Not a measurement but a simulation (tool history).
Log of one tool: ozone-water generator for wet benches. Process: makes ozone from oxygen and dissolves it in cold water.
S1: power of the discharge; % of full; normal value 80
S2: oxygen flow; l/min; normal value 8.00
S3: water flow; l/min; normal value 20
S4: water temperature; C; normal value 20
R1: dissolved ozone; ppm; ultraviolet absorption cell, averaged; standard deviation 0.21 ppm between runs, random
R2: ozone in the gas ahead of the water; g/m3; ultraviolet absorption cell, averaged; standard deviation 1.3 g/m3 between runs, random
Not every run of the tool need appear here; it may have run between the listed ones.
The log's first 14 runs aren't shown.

{"run": 15, "hour": 504.6, "S1": 83, "S2": 8.0, "S3": 20, "S4": 20, "R1": 31.0, "R2": 238.5}
{"run": 16, "hour": 540.5, "S1": 80, "S2": 6.09, "S3": 20, "S4": 20, "R1": 29.3, "R2": 256.9}
{"run": 17, "hour": 565.2, "S1": 80, "S2": 6.09, "S3": 20, "S4": 20, "R1": 29.4, "R2": 255.6}
{"run": 18, "hour": 602.0, "S1": 73, "S2": 13.84, "S3": 20, "S4": 19, "R1": 30.1, "R2": 186.1}
{"hour": 616.4, "done": "gauge calibrated"}
{"run": 19, "hour": 629.4, "S1": 73, "S2": 13.84, "S3": 20, "S4": 19, "R1": 30.6, "R2": 183.6}
{"run": 20, "hour": 672.3, "S1": 69, "S2": 4.95, "S3": 30, "S4": 13, "R1": 19.3, "R2": 245.1}
{"run": 21, "hour": 712.1, "S1": 69, "S2": 4.95, "S3": 30, "S4": 13, "R1": 19.5, "R2": 246.5}
{"run": 22, "hour": 738.2, "S1": 80, "S2": 8.0, "S3": 14, "S4": 27, "R1": 32.6, "R2": 229.1}
{"run": 23, "hour": 768.9, "S1": 42, "S2": 6.07, "S3": 13, "S4": 17, "R1": 28.9, "R2": 175.9}

Estimate the outcome of run 24 from the log above:
{"run": 24, "hour": 812.3, "S1": 79, "S2": 8.0, "S3": 20, "S4": 14, "R1": "?", "R2": "?"}

Run 24 gave R1 33.3 ppm, R2 228.7 g/m3.
On a tool with no hidden condition, and with the same random variation, this run would have come out at R1 33.4 ppm, R2 227.0 g/m3.
